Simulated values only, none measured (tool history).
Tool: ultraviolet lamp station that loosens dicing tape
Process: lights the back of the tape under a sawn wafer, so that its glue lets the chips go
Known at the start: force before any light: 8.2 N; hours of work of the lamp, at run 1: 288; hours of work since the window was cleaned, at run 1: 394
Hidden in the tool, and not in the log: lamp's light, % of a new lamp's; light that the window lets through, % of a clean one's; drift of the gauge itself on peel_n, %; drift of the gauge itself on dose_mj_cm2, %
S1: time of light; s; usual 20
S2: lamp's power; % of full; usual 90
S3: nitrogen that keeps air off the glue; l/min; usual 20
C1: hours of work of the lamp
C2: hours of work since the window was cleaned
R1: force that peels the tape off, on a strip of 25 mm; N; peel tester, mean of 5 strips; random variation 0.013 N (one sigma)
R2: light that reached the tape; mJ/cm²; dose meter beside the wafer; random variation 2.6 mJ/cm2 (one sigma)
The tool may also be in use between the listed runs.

run 1 hour=0 | S1=20 S2=90 S3=20 | C1=288 C2=394 | R1=1.103 R2=252
run 2 hour=16.4 | S1=20 S2=90 S3=20 | C1=299 C2=405 | R1=1.16 R2=247
run 3 hour=28.2 | S1=20 S2=90 S3=20 | C1=308 C2=413 | R1=1.152 R2=242
run 4 hour=35.5 | S1=20 S2=90 S3=20 | C1=313 C2=418 | R1=1.155 R2=245
-- hour=37.2 window cleaned of glue's vapour
run 5 hour=50.4 | S1=20 S2=90 S3=37 | C1=323 C2=9 | R1=0.907 R2=218
run 6 hour=59.6 | S1=20 S2=83 S3=20 | C1=329 C2=15 | R1=1.692 R2=199
run 7 hour=74 | S1=20 S2=83 S3=20 | C1=339 C2=25 | R1=1.632 R2=200
run 8 hour=86 | S1=20 S2=83 S3=28 | C1=347 C2=34 | R1=1.369 R2=201
run 9 hour=94.2 | S1=25 S2=78 S3=14 | C1=353 C2=39 | R1=1.66 R2=231
run 10 hour=106.6 | S1=20 S2=78 S3=10 | C1=361 C2=48 | R1=2.744 R2=179
run 11 hour=119.2 | S1=22 S2=99 S3=6 | C1=370 C2=56 | R1=2.432 R2=247
-- hour=131.4 window cleaned of glue's vapour, once more
run 12 hour=131.4 | S1=31 S2=99 S3=6 | C1=378 C2=0 | R1=0.914 R2=469
run 13 hour=146.4 | S1=31 S2=99 S3=6 | C1=388 C2=10 | R1=0.994 R2=465

The same runs without the tool's hidden state, with the same run-to-run variation:
run=1 R1=0.593 R2=340
run=2 R1=0.614 R2=336
run=3 R1=0.596 R2=332
run=4 R1=0.594 R2=337
run=5 R1=0.34 R2=340
run=6 R1=0.734 R2=311
run=7 R1=0.699 R2=315
run=8 R1=0.531 R2=317
run=9 R1=0.694 R2=367
run=10 R1=1.439 R2=290
run=11 R1=1.183 R2=404
run=12 R1=0.581 R2=579
run=13 R1=0.619 R2=579

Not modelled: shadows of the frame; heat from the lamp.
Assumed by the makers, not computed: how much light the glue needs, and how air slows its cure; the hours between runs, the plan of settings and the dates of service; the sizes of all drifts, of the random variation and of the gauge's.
